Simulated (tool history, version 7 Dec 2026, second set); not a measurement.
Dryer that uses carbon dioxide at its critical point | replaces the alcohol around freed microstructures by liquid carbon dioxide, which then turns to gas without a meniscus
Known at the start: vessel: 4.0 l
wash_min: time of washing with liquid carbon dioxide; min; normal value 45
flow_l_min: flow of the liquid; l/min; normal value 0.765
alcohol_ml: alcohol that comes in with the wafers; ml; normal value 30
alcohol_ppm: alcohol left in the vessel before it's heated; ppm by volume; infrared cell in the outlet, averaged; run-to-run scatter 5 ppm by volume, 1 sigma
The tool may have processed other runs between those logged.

run 1 hour=0.0 | wash_min=45 flow_l_min=0.765 alcohol_ml=30 | alcohol_ppm=221
run 2 hour=26.8 | wash_min=45 flow_l_min=0.765 alcohol_ml=27 | alcohol_ppm=239
run 3 hour=51.1 | wash_min=45 flow_l_min=0.765 alcohol_ml=94 | alcohol_ppm=269
run 4 hour=74.6 | wash_min=45 flow_l_min=0.765 alcohol_ml=94 | alcohol_ppm=259
run 5 hour=94.5 | wash_min=45 flow_l_min=0.765 alcohol_ml=94 | alcohol_ppm=274
run 6 hour=123.1 | wash_min=45 flow_l_min=0.765 alcohol_ml=94 | alcohol_ppm=280
run 7 hour=145.3 | wash_min=45 flow_l_min=0.765 alcohol_ml=94 | alcohol_ppm=286
run 8 hour=170.4 | wash_min=45 flow_l_min=0.765 alcohol_ml=94 | alcohol_ppm=295
-- hour=185.8 purifier's bed changed
run 9 hour=189.5 | wash_min=45 flow_l_min=0.765 alcohol_ml=94 | alcohol_ppm=60
run 10 hour=214.0 | wash_min=45 flow_l_min=0.765 alcohol_ml=94 | alcohol_ppm=61
run 11 hour=246.3 | wash_min=45 flow_l_min=0.765 alcohol_ml=94 | alcohol_ppm=67
run 12 hour=271.3 | wash_min=45 flow_l_min=0.765 alcohol_ml=94 | alcohol_ppm=65
run 13 hour=294.6 | wash_min=45 flow_l_min=0.765 alcohol_ml=94 | alcohol_ppm=76
run 14 hour=320.9 | wash_min=45 flow_l_min=1.218 alcohol_ml=30 | alcohol_ppm=25
run 15 hour=335.6 | wash_min=45 flow_l_min=1.218 alcohol_ml=30 | alcohol_ppm=29
run 16 hour=359.4 | wash_min=58 flow_l_min=1.218 alcohol_ml=30 | alcohol_ppm=32
run 17 hour=373.6 | wash_min=51 flow_l_min=1.218 alcohol_ml=30 | alcohol_ppm=34
-- hour=396.8 inlet filter changed
run 18 hour=396.8 | wash_min=51 flow_l_min=1.218 alcohol_ml=30 | alcohol_ppm=38
run 19 hour=425.8 | wash_min=45 flow_l_min=0.628 alcohol_ml=61 | alcohol_ppm=90
run 20 hour=444.5 | wash_min=36 flow_l_min=0.765 alcohol_ml=35 | alcohol_ppm=87
run 21 hour=468.3 | wash_min=41 flow_l_min=0.912 alcohol_ml=30 | alcohol_ppm=63
run 22 hour=490.5 | wash_min=58 flow_l_min=1.260 alcohol_ml=30 | alcohol_ppm=55
run 23 hour=517.6 | wash_min=50 flow_l_min=0.765 alcohol_ml=42 | alcohol_ppm=62
run 24 hour=541.3 | wash_min=45 flow_l_min=0.765 alcohol_ml=30 | alcohol_ppm=71
run 25 hour=569.0 | wash_min=30 flow_l_min=0.879 alcohol_ml=108 | alcohol_ppm=226
run 26 hour=590.2 | wash_min=30 flow_l_min=0.879 alcohol_ml=108 | alcohol_ppm=227
run 27 hour=619.7 | wash_min=30 flow_l_min=0.879 alcohol_ml=108 | alcohol_ppm=240
run 28 hour=638.4 | wash_min=30 flow_l_min=0.879 alcohol_ml=108 | alcohol_ppm=249
run 29 hour=665.1 | wash_min=39 flow_l_min=0.765 alcohol_ml=104 | alcohol_ppm=174
run 30 hour=688.9 | wash_min=56 flow_l_min=0.765 alcohol_ml=46 | alcohol_ppm=91

Run 31 is up next; what results do you expect?
run 31 hour=709.5 | wash_min=56 flow_l_min=0.765 alcohol_ml=46 | alcohol_ppm=?

For run 31 the tool returned alcohol_ppm 90 ppm by volume.
Take away the tool's hidden state, keep the run-to-run variation as it was, and the same run would have given alcohol_ppm 7 ppm by volume.
